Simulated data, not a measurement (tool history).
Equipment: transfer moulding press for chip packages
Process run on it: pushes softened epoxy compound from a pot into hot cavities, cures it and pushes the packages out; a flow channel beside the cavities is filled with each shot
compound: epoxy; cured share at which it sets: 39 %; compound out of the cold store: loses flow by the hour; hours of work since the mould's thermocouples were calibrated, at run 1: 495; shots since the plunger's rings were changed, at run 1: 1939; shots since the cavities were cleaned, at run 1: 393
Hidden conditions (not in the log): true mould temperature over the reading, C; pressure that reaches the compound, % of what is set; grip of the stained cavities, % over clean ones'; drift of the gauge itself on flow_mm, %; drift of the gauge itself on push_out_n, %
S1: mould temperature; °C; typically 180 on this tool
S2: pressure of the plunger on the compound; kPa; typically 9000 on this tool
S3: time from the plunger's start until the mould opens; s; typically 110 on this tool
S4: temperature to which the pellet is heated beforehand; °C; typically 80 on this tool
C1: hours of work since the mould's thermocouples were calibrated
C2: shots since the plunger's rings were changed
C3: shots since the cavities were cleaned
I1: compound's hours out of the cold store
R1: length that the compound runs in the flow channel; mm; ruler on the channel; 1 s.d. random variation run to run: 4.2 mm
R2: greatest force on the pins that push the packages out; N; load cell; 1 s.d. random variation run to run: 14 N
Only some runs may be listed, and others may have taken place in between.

Run 1, day 0: usual settings; C1 495; C2 1939; C3 393; I1 30.9. Result: R1 681 mm, R2 876 N.
At day 1.379: cavities cleaned with cleaning compound and waxed.
Run 2, day 1.9: usual settings; C1 525; C2 2471; C3 150; I1 22.5. Result: R1 700 mm, R2 794 N.
At day 4.283: cavities cleaned with cleaning compound and waxed.
Run 3, day 4.283: usual settings; C1 563; C2 3143; C3 0; I1 15.7. Result: R1 720 mm, R2 659 N.
Run 4, day 6.079: usual settings but S4 73 °C; C1 592; C2 3662; C3 519; I1 45.5. Result: R1 629 mm, R2 919 N.
At day 6.738: mould's thermocouples calibrated.
At day 7.1: cavities cleaned with cleaning compound and waxed.
Run 5, day 8.279: usual settings but S4 73 °C; C1 24; C2 4257; C3 341; I1 18.3. Result: R1 696 mm, R2 908 N.
At day 8.725: plunger's sealing rings changed.
At day 9.988: cavities cleaned with cleaning compound and waxed.
Run 6, day 11.7: usual settings but S1 184 °C; C1 77; C2 842; C3 495; I1 37.8. Result: R1 673 mm, R2 768 N.
At day 12.758: cavities cleaned with cleaning compound and waxed.
Run 7, day 13.85: usual settings; C1 111; C2 1447; C3 316; I1 17. Result: R1 729 mm, R2 877 N.
At day 15.5: cavities cleaned with cleaning compound and waxed.
Run 8, day 15.825: usual settings; C1 142; C2 2000; C3 94; I1 42.1. Result: R1 654 mm, R2 720 N.
At day 18.296: cavities cleaned with cleaning compound and waxed.
Run 9, day 18.688: usual settings; C1 188; C2 2812; C3 114; I1 15. Result: R1 726 mm, R2 759 N.
Run 10, day 20.371: usual settings but S1 188 °C; C1 215; C2 3299; C3 601; I1 12. Result: R1 717 mm, R2 703 N.
At day 21.133: cavities cleaned with cleaning compound and waxed.
Run 11, day 22.458: usual settings; C1 248; C2 3885; C3 383; I1 35.5. Result: R1 654 mm, R2 871 N.
At day 23.95: cavities cleaned with cleaning compound and waxed.
At day 24.208: plunger's sealing rings changed.
Run 12, day 24.208: usual settings; C1 274; C2 0; C3 45; I1 9. Result: R1 778 mm, R2 736 N.
Run 13, day 26.538: usual settings; C1 312; C2 674; C3 719; I1 36.6. Result: R1 681 mm, R2 983 N.
At day 26.821: cavities cleaned with cleaning compound and waxed.
Run 14, day 28.942: usual settings; C1 350; C2 1352; C3 614; I1 11.2. Result: R1 750 mm, R2 1030 N.
At day 29.638: cavities cleaned with cleaning compound and waxed.
Run 15, day 31.704: usual settings but S1 183 °C, S2 9150 kPa; C1 394; C2 2134; C3 599; I1 9.8. Result: R1 750 mm, R2 861 N.
At day 32.438: cavities cleaned with cleaning compound and waxed.
Run 16, day 34.362: usual settings but S1 183 °C, S2 9150 kPa; C1 437; C2 2885; C3 557; I1 20.2. Result: R1 708 mm, R2 859 N.
At day 35.288: cavities cleaned with cleaning compound and waxed.
Run 17, day 36.262: usual settings but S1 183 °C, S2 9150 kPa; C1 467; C2 3417; C3 282; I1 40.8. Result: R1 653 mm, R2 730 N.
At day 38.221: cavities cleaned with cleaning compound and waxed.
Run 18, day 38.754: usual settings but S1 174 °C, S2 9150 kPa, S3 148 s; C1 506; C2 4120; C3 154; I1 18.6. Result: R1 713 mm, R2 644 N.
At day 39.712: plunger's sealing rings changed.
At day 41.138: cavities cleaned with cleaning compound and waxed.
Run 19, day 41.304: usual settings but S1 174 °C, S2 9150 kPa, S3 148 s; C1 545; C2 444; C3 49; I1 15.2. Result: R1 769 mm, R2 555 N.
At day 43.917: cavities cleaned with cleaning compound and waxed.
Run 20, day 43.917: usual settings but S1 174 °C, S2 9150 kPa, S3 148 s; C1 587; C2 1182; C3 0; I1 23.4. Result: R1 727 mm, R2 570 N.
At day 44.883: mould's thermocouples calibrated.
At day 46.85: cavities cleaned with cleaning compound and waxed.
Run 21, day 47.054: usual settings but S1 177 °C, S2 8140 kPa, S3 98 s; C1 34; C2 2048; C3 59; I1 18.3. Result: R1 687 mm, R2 1116 N.

What will run 22 give?
Run 22, day 48.446: usual settings but S1 177 °C, S2 8140 kPa, S3 98 s; C1 57; C2 2451; C3 462; I1 31.9. Result: R1 ?, R2 ?.

{"run 22": {"R1": 649, "R2": 1353}}
Minus the tool's unlogged condition, the same run would have read R1 670 mm, R2 934 N.
